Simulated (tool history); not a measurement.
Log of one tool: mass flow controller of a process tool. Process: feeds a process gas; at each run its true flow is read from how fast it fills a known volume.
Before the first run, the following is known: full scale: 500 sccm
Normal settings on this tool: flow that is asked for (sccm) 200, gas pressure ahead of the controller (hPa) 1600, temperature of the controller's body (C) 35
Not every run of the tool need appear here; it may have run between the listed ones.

run    hour  flow that is asked for (sccm)  gas pressure ahead of the controller (hPa)  temperature of the controller's body (C)  true flow (%)
  1       0                            200                                        1600                                        35          97.14
  2   100.9                            200                                        1600                                        35          97.37
  3     300                            200                                        1600                                        35          97.36
  4   503.8                            200                                        1600                                        35          97.38
  5   659.9                            200                                        1600                                        22          98.91
  6   803.8                            200                                        1600                                        22          98.96
  7   889.8                            200                                        1600                                        22          98.98
  8  1040.1                            200                                        1600                                        22          99.15
  9  1232.1                            200                                        1600                                        29          98.38
 10  1415.8                            200                                        2770                                        35          98.22
 11  1592.1                            200                                        2770                                        30          98.95
 12  1719.1                            200                                        2770                                        30          98.89
 13  1812.1                            200                                        1600                                        35          98.01
 14    1966                            200                                        1600                                        35          98.16
 15  2084.9                            200                                        1600                                        31           98.7
 16  2199.3                            200                                        2070                                        35          98.41
 17  2361.5                            200                                        1480                                        35          98.36
 18  2511.8                            200                                        1480                                        35          98.19
 19  2699.9                            200                                        1480                                        35           98.5
     2890.3  -- gauge calibrated
 20  2892.1                            200                                        1600                                        35          97.21
 21  3089.1                            200                                        1600                                        35          97.15
 22  3274.3                            200                                        2770                                        35          97.83
 23  3407.5                            200                                        2770                                        35          97.81
 24    3511                            258                                        1890                                        36          97.84
 25  3630.2                            152                                        1830                                        36          97.34
 26  3773.7                            152                                        1830                                        36          97.41
 27  3896.1                            353                                        1600                                        25          99.57
 28  4088.2                            167                                        1580                                        33          97.72
 29  4189.9                            294                                        1590                                        26          99.45
 30  4326.9                            294                                        2220                                        26          99.67
 31  4464.7                            241                                        2270                                        35          98.56
 32  4582.7                            241                                        1640                                        33          98.47
 33  4755.3                            278                                        1640                                        28          99.32
 34  4864.1                            337                                        1450                                        39          98.32
 35  5070.4                            337                                        1540                                        38          98.77
 36  5259.9                            337                                        1540                                        38          98.72
     5335.4  -- controller's zero set anew
 37  5420.5                            337                                        1540                                        38          98.83
 38  5586.9                            337                                        2650                                        33          99.88
 39  5792.4                             93                                        1600                                        35          97.91
 40  5977.4                            384                                        1600                                        35          99.68
 41  6124.3                            200                                        2600                                        32          99.27
 42  6266.5                             68                                        2470                                        31          98.95
 43  6376.6                             68                                        2470                                        31          98.87
 44    6530                             68                                        2470                                        31          98.92
 45  6640.2                            200                                        1600                                        20         100.73
 46    6768                            200                                        1990                                        20         100.87

Same runs, no hidden state in the tool, same run-to-run variation:
Unlogged tool condition in this case: flow at rest that the sensor doesn't see, % of full scale; true flow over the shown one, %; drift of the gauge itself on true_pct, %.
run  true flow (%)
  1          97.13
  2          97.31
  3           97.2
  4          97.13
  5          98.57
  6          98.56
  7          98.54
  8          98.63
  9          97.77
 10          97.53
 11          98.17
 12          98.04
 13          97.13
 14           97.2
 15          97.68
 16          97.34
 17          97.21
 18          96.97
 19          97.19
 20          97.19
 21          97.03
 22          97.63
 23          97.55
 24          97.53
 25          96.96
 26          96.96
 27          99.06
 28          97.13
 29           98.8
 30          98.95
 31          97.79
 32          97.64
 33           98.4
 34          97.35
 35          97.71
 36          97.56
 37          97.59
 38          98.56
 39          96.51
 40          98.17
 41          97.69
 42          97.31
 43          97.18
 44          97.16
 45          98.89
 46          98.96
